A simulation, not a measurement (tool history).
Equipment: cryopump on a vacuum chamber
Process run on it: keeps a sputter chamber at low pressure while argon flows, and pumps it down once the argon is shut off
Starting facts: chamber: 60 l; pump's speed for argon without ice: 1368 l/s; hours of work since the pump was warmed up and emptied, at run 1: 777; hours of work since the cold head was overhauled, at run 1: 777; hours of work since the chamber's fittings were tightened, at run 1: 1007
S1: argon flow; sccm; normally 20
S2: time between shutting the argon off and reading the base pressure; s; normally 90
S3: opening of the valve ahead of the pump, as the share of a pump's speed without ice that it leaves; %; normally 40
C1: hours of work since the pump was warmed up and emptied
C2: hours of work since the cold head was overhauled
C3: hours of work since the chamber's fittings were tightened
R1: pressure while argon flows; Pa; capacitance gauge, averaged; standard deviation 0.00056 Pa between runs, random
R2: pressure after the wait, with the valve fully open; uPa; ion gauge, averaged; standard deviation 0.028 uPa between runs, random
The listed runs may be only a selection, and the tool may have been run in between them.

run     day  S1   S2  S3   C1    C2    C3      R1    R2
  1       0  20   90  40  777   777  1007  0.0654  2.42
  2   1.888  20   90  40  803   803  1033  0.0657  2.56
  3   3.162  20   90  17  820   820  1051  0.1503  2.54
      3.825  -- pump warmed up, emptied and cooled again
  4   5.592  12   90  40   24   851  1081  0.0373  2.36
  5   7.058  12   90  40   44   871  1101  0.0376  2.31
  6   9.421  12   90  40   77   903  1134  0.0371  2.43
  7  11.875  20   90  43  110   937  1167  0.0591  2.49
  8  13.012  20   90  40  126   952  1183  0.0629  2.48
  9  14.317  20   90  40  144   970  1201  0.0629  2.48
 10  16.425  20   90  40  173   999  1230  0.0622  2.53
 11  17.612  20   90  50  189  1015  1246  0.0494   2.5
 12  18.779  20   90  50  205  1031  1262  0.0506  2.59
 13  21.283  20   90  50  239  1066  1296  0.0509  2.61
 14   22.65  20   90  50  258  1084  1315  0.0516  2.65
 15  24.979  20   90  22  290  1116  1347  0.1131  2.63
 16  27.267  13   90  40  321  1148  1378  0.0406  2.77
 17  28.738  13   90  40  341  1168  1398  0.0408  2.71
 18  29.892   9  289  32  357  1184  1414  0.0356  1.98
 19  32.146  20  261  28  388  1215  1445  0.0917   2.1
 20  34.475  20  261  28  420  1247  1477  0.0898  2.13
 21  36.529  34   23  16  448  1275  1505  0.2669  5.84
 22  38.662  17   90  18  478  1304  1535  0.1192  2.86
 23  40.588  20   64  40  504  1330  1561  0.0641  3.27
 24  42.821  20   64  40  535  1361  1592  0.0644  3.41
 25  43.921  23   33  40  550  1376  1607  0.0739  4.94
 26  45.579  10  231  40  572  1399  1629  0.0325  2.42
 27  47.162  10  231  40  594  1420  1651  0.0325  2.35
 28  48.188  10  231  15  608  1434  1665  0.0832  2.38
 29  50.288  20   27  40  637  1463  1694  0.0649   5.6
 30   52.25  20   27  40  664  1490  1721   0.065  5.69
 31   54.75  20   64  38  698  1524  1755  0.0684  3.58
 32  57.238  38   52  49  732  1559  1789  0.1045  4.01
 33  58.421  26   73  49  748  1575  1805    0.07  3.57
 34  60.167   9  205  40  772  1599  1829  0.0299  2.76

For each entry between runs, how does the tool's hidden state at the last listed run before it compare with that at the first listed run after it?
Logged between run 3 and run 4: pump warmed up, emptied and cooled again (day 3.825)
  pump's speed, % of a pump's without ice: 87.1 -> 99.4; cold plate's temperature, K: 12.55 -> 12.56; leak into the chamber, uPa l/s: 1646 -> 1684
  the result without the hidden state subtracted from the measured one, R1: +0.004 -> +0.0003 Pa; R2: +1.18 -> +1.04 uPa
